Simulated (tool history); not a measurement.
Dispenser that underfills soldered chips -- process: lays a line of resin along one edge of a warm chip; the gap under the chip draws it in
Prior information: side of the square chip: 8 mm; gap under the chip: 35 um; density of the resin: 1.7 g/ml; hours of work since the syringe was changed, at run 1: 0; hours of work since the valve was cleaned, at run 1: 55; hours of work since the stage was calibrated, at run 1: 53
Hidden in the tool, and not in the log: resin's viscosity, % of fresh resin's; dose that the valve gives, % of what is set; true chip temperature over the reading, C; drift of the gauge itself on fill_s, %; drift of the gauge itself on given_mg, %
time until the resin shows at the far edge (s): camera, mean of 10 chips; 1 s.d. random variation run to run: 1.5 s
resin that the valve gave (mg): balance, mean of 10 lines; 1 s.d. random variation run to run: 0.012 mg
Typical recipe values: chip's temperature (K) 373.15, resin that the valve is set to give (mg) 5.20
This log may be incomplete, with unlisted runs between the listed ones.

run,hour,chip's temperature (K),resin that the valve is set to give (mg),hours of work since the syringe was changed,hours of work since the valve was cleaned,hours of work since the stage was calibrated,time until the resin shows at the far edge (s),resin that the valve gave (mg)
1,0.0,373.15,5.20,0,55,53,154.6,5.03
2,4.1,373.15,5.20,3,58,56,194.3,5.00
3,7.7,373.15,6.60,6,61,58,229.2,6.35
# hour 8.5: new syringe of resin
# hour 12.1: dispensing valve cleaned and set on the balance
4,13.7,373.15,4.74,3,1,62,191.9,4.73
# hour 18.6: new syringe of resin
5,19.3,373.15,4.74,0,5,65,161.5,4.73
6,22.6,373.15,5.20,3,7,68,187.9,5.17
7,25.1,373.15,5.20,5,9,70,214.0,5.17
# hour 28.0: new syringe of resin
8,30.5,373.15,5.20,2,13,73,169.4,5.15
9,35.7,373.15,5.20,6,16,77,231.7,5.17
# hour 37.2: new syringe of resin
10,38.5,373.15,5.20,1,18,79,161.0,5.17
11,43.2,373.15,5.20,4,21,82,215.9,5.14
# hour 46.1: new syringe of resin
12,46.9,373.15,5.20,1,24,84,156.5,5.15
13,51.0,373.15,5.20,3,27,87,196.0,5.13
14,54.2,373.15,5.20,6,29,90,236.7,5.12
# hour 55.2: new syringe of resin
15,57.5,373.15,5.20,2,31,92,169.2,5.11
16,61.4,380.15,5.20,4,34,95,170.7,5.07
# hour 64.2: new syringe of resin
17,66.0,365.15,5.20,1,37,98,208.7,5.08
18,70.0,373.15,4.74,4,40,100,212.6,4.62
# hour 73.2: new syringe of resin
19,73.6,361.15,6.49,0,42,103,211.2,6.33
20,77.6,373.15,5.89,3,45,106,190.4,5.75
21,81.1,375.15,4.87,6,48,108,228.8,4.74
# hour 82.2: new syringe of resin
22,86.1,375.15,4.87,3,51,111,176.8,4.72
# hour 91.1: new syringe of resin
23,91.3,375.15,4.87,0,54,115,145.7,4.71
24,95.5,372.15,6.26,3,57,118,192.3,6.05
# hour 100.0: new syringe of resin
25,100.5,372.15,6.26,0,61,121,151.0,6.02
26,103.2,384.15,5.30,2,63,123,131.4,5.09
# hour 104.5: dispensing valve cleaned and set on the balance
27,108.9,363.15,6.49,6,3,127,301.9,6.48
# hour 110.0: new syringe of resin
28,114.7,363.15,6.49,3,7,130,251.3,6.45

Run 29 has not been measured yet. What should we expect?
29,117.2,363.15,6.49,5,9,132,?,?

{"run 29": {"time until the resin shows at the far edge (s)": 290.1, "resin that the valve gave (mg)": 6.45}}
Minus the tool's unlogged condition, the same run would have read time until the resin shows at the far edge (s) 193.5, resin that the valve gave (mg) 6.49.
